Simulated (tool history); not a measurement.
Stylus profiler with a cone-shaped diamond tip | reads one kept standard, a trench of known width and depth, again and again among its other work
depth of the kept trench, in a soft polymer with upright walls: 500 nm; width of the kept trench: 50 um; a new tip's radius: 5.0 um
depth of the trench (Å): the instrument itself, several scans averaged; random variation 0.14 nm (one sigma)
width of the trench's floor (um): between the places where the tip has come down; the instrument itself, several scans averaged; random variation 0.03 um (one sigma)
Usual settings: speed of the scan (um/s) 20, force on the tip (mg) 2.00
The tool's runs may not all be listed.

| run | hour | speed of the scan (um/s) | force on the tip (mg) | depth of the trench (Å) | width of the trench's floor (um) |
|---|---|---|---|---|---|
| 1 | 0.0 | 20 | 2.00 | 5057.8 | 44.11 |
| 2 | 33.4 | 8 | 2.00 | 5058.2 | 44.16 |
| 3 | 81.1 | 8 | 2.00 | 5054.2 | 44.08 |
| 4 | 110.2 | 73 | 2.00 | 5055.2 | 43.94 |
| 5 | 147.3 | 73 | 2.00 | 5056.6 | 43.86 |
| 6 | 173.3 | 73 | 2.00 | 5057.5 | 43.81 |
| 7 | 221.6 | 55 | 2.00 | 5054.2 | 43.82 |
| 8 | 250.7 | 6 | 5.99 | 5114.9 | 43.96 |
| 9 | 303.9 | 32 | 2.74 | 5070.2 | 43.77 |
| 10 | 356.0 | 20 | 0.92 | 5035.3 | 43.75 |
|  | 361.7 | height scale calibrated on a step standard |
| 11 | 411.1 | 9 | 3.47 | 5081.6 | 43.77 |
| 12 | 457.8 | 16 | 3.62 | 5086.9 | 43.75 |
| 13 | 483.7 | 70 | 3.28 | 5080.7 | 43.53 |
| 14 | 528.3 | 70 | 3.28 | 5083.3 | 43.56 |

Forecast each of these 4 alternatives for the next run:
| A | 580.8 | 47 | 3.56 | ? | ? |
| B | 580.8 | 31 | 3.91 | ? | ? |
| C | 580.8 | 74 | 1.37 | ? | ? |
| D | 580.8 | 8 | 1.71 | ? | ? |

| run | depth of the trench (Å) | width of the trench's floor (um) |
|---|---|---|
| A | 5084.8 | 43.55 |
| B | 5089.7 | 43.56 |
| C | 5053.0 | 43.36 |
| D | 5055.2 | 43.64 |
Without the tool's hidden state the same runs would have given:
| run | depth of the trench (Å) | width of the trench's floor (um) |
|---|---|---|
| A | 5074.6 | 45.58 |
| B | 5079.5 | 45.59 |
| C | 5042.9 | 45.39 |
| D | 5045.0 | 45.66 |
